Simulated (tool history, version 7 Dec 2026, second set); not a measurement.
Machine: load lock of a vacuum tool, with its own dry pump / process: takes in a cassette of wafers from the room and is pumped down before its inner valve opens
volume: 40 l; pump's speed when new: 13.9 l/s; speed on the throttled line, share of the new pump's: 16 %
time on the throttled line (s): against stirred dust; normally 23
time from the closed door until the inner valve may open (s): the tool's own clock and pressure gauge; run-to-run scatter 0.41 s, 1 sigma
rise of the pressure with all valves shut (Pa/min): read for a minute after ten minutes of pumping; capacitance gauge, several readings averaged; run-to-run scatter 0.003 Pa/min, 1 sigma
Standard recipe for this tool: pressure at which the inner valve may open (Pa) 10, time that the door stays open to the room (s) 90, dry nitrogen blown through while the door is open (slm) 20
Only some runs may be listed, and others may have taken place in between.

| run | hour | time on the throttled line (s) | pressure at which the inner valve may open (Pa) | time that the door stays open to the room (s) | dry nitrogen blown through while the door is open (slm) | incoming humidity of the room's air, % | time from the closed door until the inner valve may open (s) | rise of the pressure with all valves shut (Pa/min) |
|---|---|---|---|---|---|---|---|---|
| 1 | 0.0 | 23 | 10 | 90 | 20 | 42.9 | 49.5 | 0.103 |
| 2 | 269.5 | 23 | 10 | 90 | 20 | 42.2 | 49.8 | 0.110 |
| 3 | 604.3 | 23 | 10 | 90 | 20 | 47.8 | 49.4 | 0.124 |
| 4 | 1031.3 | 23 | 10 | 90 | 20 | 43.5 | 50.2 | 0.128 |
| 5 | 1625.8 | 23 | 10 | 90 | 20 | 43.3 | 49.6 | 0.148 |
| 6 | 2130.3 | 23 | 18 | 90 | 20 | 43.4 | 48.3 | 0.169 |
| 7 | 2600.8 | 23 | 18 | 90 | 20 | 44.9 | 48.9 | 0.176 |
| 8 | 3000.4 | 23 | 18 | 90 | 20 | 44.9 | 48.5 | 0.195 |
| 9 | 3352.0 | 23 | 10 | 90 | 20 | 47.3 | 50.0 | 0.223 |
| 10 | 3884.4 | 23 | 10 | 90 | 20 | 48.8 | 51.3 | 0.252 |
| 11 | 4404.0 | 23 | 10 | 90 | 20 | 40.5 | 51.6 | 0.258 |
| 12 | 4950.2 | 23 | 10 | 90 | 20 | 46.1 | 46.2 | 0.301 |
| 13 | 5435.8 | 23 | 10 | 90 | 20 | 45.9 | 46.6 | 0.325 |
| 14 | 5781.0 | 23 | 10 | 90 | 20 | 45.4 | 46.5 | 0.338 |
| 15 | 6330.4 | 23 | 17 | 119 | 6 | 45.2 | 45.6 | 0.418 |
| 16 | 6841.9 | 23 | 10 | 90 | 20 | 43.6 | 47.7 | 0.397 |
| 17 | 7435.6 | 23 | 10 | 90 | 20 | 45.7 | 47.3 | 0.435 |
| 18 | 7718.2 | 23 | 10 | 90 | 20 | 44.9 | 46.8 | 0.051 |
| 19 | 8088.1 | 16 | 12 | 138 | 15 | 46.3 | 40.9 | 0.091 |
| 20 | 8702.1 | 16 | 12 | 138 | 15 | 44.6 | 41.1 | 0.095 |
| 21 | 9237.3 | 46 | 10 | 90 | 20 | 46.7 | 66.1 | 0.076 |
| 22 | 9615.9 | 13 | 7 | 55 | 25 | 44.6 | 40.3 | 0.068 |
| 23 | 10029.4 | 23 | 10 | 36 | 9 | 45.4 | 47.9 | 0.097 |
| 24 | 10379.8 | 28 | 19 | 36 | 9 | 44.4 | 49.7 | 0.101 |
| 25 | 10996.7 | 14 | 19 | 36 | 6 | 45.2 | 39.2 | 0.127 |
| 26 | 11541.8 | 14 | 19 | 36 | 6 | 43.5 | 39.5 | 0.138 |
| 27 | 12103.1 | 20 | 10 | 222 | 20 | 44.0 | 46.2 | 0.197 |

Between the runs listed above, the log contained 2 entries, not reproduced here. Where in the sequence does each belong, and how does what the log doesn't record of the tool's condition differ from the listed run before to the listed run after?
After run 11, before run 12: dry pump taken out, an overhauled one fitted (hour 4552.2)
  pump's speed, % of a new pump's: 81.4 -> 99.1; leak at the door's seal, Pa l/s: 0.1481 -> 0.1659
  measured minus no-state result, time from the closed door until the inner valve may open (s): +5.3 -> +0.2; rise of the pressure with all valves shut (Pa/min): +0.214 -> +0.246
After run 17, before run 18: door's seal changed, seat wiped (hour 7624.8)
  pump's speed, % of a new pump's: 95.5 -> 95.1; leak at the door's seal, Pa l/s: 0.2598 -> 0.0033
  measured minus no-state result, time from the closed door until the inner valve may open (s): +1.1 -> +1.2; rise of the pressure with all valves shut (Pa/min): +0.383 -> +0.002

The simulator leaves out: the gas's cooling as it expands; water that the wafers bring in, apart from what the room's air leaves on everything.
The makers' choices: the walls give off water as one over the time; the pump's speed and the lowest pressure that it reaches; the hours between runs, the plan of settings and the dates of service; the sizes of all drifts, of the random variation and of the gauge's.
